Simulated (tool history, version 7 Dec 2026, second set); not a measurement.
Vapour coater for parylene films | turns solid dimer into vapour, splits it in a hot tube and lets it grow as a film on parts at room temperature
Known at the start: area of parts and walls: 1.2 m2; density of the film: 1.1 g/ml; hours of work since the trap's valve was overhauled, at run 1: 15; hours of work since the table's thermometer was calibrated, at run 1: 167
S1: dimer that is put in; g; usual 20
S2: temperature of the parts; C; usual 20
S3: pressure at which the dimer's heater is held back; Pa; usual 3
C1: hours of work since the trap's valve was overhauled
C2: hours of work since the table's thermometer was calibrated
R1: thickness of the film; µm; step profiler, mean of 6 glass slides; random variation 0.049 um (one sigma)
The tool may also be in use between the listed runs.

Run 1, hour 0: usual settings; C1 15; C2 167. Result: R1 9.86 µm.
Run 2, hour 16.5: usual settings; C1 24; C2 176. Result: R1 9.81 µm.
Run 3, hour 34.4: usual settings; C1 34; C2 186. Result: R1 9.75 µm.
Run 4, hour 48: usual settings; C1 42; C2 193. Result: R1 9.72 µm.
Run 5, hour 59.4: usual settings but S2 18 C; C1 48; C2 200. Result: R1 10.39 µm.
Run 6, hour 79.7: usual settings; C1 59; C2 211. Result: R1 9.59 µm.
Run 7, hour 92.7: usual settings; C1 66; C2 218. Result: R1 9.64 µm.
Run 8, hour 107.8: usual settings; C1 74; C2 226. Result: R1 9.69 µm.
Run 9, hour 125.7: usual settings; C1 84; C2 236. Result: R1 9.65 µm.
Run 10, hour 139.1: usual settings; C1 91; C2 243. Result: R1 9.55 µm.
Run 11, hour 148.6: usual settings; C1 97; C2 249. Result: R1 9.64 µm.
Run 12, hour 166.7: usual settings; C1 107; C2 258. Result: R1 9.6 µm.
Run 13, hour 177.5: usual settings; C1 113; C2 264. Result: R1 9.57 µm.
Run 14, hour 188: usual settings; C1 118; C2 270. Result: R1 9.48 µm.
Run 15, hour 197.8: usual settings; C1 124; C2 276. Result: R1 9.51 µm.
At hour 202.8: trap's valve overhauled.
Run 16, hour 223.1: usual settings; C1 11; C2 287. Result: R1 9.33 µm.
Run 17, hour 231.9: usual settings; C1 16; C2 292. Result: R1 9.4 µm.
Run 18, hour 244.8: usual settings; C1 23; C2 299. Result: R1 9.29 µm.
Run 19, hour 265.3: usual settings but S1 11 g, S3 10.81 Pa; C1 34; C2 310. Result: R1 4.63 µm.
Run 20, hour 286.9: usual settings but S1 27 g, S2 19 C, S3 3.34 Pa; C1 46; C2 322. Result: R1 12.86 µm.
Run 21, hour 303.7: usual settings but S1 27 g, S2 19 C, S3 3.34 Pa; C1 55; C2 331. Result: R1 12.86 µm.
At hour 309.5: trap's valve overhauled, once more.
Run 22, hour 324.8: usual settings but S1 36 g, S2 15 C, S3 10.55 Pa; C1 8; C2 341. Result: R1 19.04 µm.
Run 23, hour 340.9: usual settings but S1 9 g, S2 26 C, S3 3.12 Pa; C1 17; C2 350. Result: R1 3.58 µm.
Run 24, hour 357.5: usual settings but S1 12 g, S2 17 C, S3 3.49 Pa; C1 26; C2 359. Result: R1 6.4 µm.
Run 25, hour 373.9: usual settings but S1 27 g, S2 24 C; C1 35; C2 368. Result: R1 11.53 µm.
Run 26, hour 388.8: usual settings but S1 27 g, S2 24 C, S3 2.94 Pa; C1 43; C2 376. Result: R1 11.48 µm.
Run 27, hour 405.6: usual settings but S1 23 g; C1 53; C2 385. Result: R1 11.18 µm.
Run 28, hour 425.9: usual settings but S1 21 g, S2 29 C, S3 5.66 Pa; C1 64; C2 396. Result: R1 7.17 µm.
Run 29, hour 446.8: usual settings but S3 5.32 Pa; C1 75; C2 408. Result: R1 9.27 µm.
Run 30, hour 465.5: usual settings but S2 12 C, S3 5.32 Pa; C1 85; C2 418. Result: R1 12.01 µm.
Run 31, hour 485.1: usual settings but S1 33 g, S2 27 C, S3 3.94 Pa; C1 96; C2 428. Result: R1 12.46 µm.
Run 32, hour 503.7: usual settings but S1 16 g, S2 32 C, S3 2.55 Pa; C1 106; C2 439. Result: R1 5.22 µm.
Run 33, hour 521.9: usual settings but S1 16 g, S2 32 C, S3 2.55 Pa; C1 116; C2 449. Result: R1 5.25 µm.
Run 34, hour 536.2: usual settings but S1 26 g, S2 14 C, S3 3.32 Pa; C1 124; C2 457. Result: R1 15.05 µm.

Forecast each of these 3 alternatives for the next run:
Run A, hour 552.2: usual settings but S1 11 g, S2 27 C, S3 4.92 Pa; C1 133; C2 465. Result: R1 ?.
Run B, hour 552.2: usual settings but S1 29 g, S2 24 C, S3 5.31 Pa; C1 133; C2 465. Result: R1 ?.
Run C, hour 552.2: usual settings but S1 12 g, S2 17 C, S3 3.32 Pa; C1 133; C2 465. Result: R1 ?.

run     R1
  A      4
  B  11.67
  C   6.29
Without the tool's hidden state the same runs would have given:
run     R1
  A   4.16
  B  12.14
  C   6.54
